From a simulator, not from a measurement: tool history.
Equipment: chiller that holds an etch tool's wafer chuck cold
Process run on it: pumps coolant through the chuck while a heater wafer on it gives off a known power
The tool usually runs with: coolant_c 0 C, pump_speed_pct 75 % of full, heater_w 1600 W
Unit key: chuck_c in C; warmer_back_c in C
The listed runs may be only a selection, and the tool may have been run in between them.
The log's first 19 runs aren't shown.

run,hour,coolant_c,pump_speed_pct,heater_w,chuck_c,warmer_back_c
20,1577.9,0,75,874,7.6,3.75
21,1651.5,0,91,1556,11.2,5.39
# hour 1661.5: coolant pump overhauled
22,1772.3,6,79,821,12.5,3.33
23,1832.4,4,64,1600,20.8,8.2
24,1908.9,4,64,1600,20.8,8.2
25,1997.9,-7,75,1895,10.1,8.22
26,2046.5,6,89,2120,22,7.58
27,2128.9,-4,89,1297,5.7,4.69
# hour 2174.5: coolant pump overhauled, once more
28,2184.1,-4,89,2327,12.3,7.66
29,2258.6,-4,89,2327,12.4,7.64
30,2337.1,0,98,1600,10,4.73

Estimate the outcome of run 31 from the log above:
# hour 2393.1: chiller's thermometer calibrated
31,2451.3,-3,65,1402,?,?

chuck_c: 11 C
warmer_back_c: 6.48 C
Take away the tool's hidden state, keep the run-to-run variation as it was, and the same run would have given chuck_c 10.8 C, warmer_back_c 6.53 C.

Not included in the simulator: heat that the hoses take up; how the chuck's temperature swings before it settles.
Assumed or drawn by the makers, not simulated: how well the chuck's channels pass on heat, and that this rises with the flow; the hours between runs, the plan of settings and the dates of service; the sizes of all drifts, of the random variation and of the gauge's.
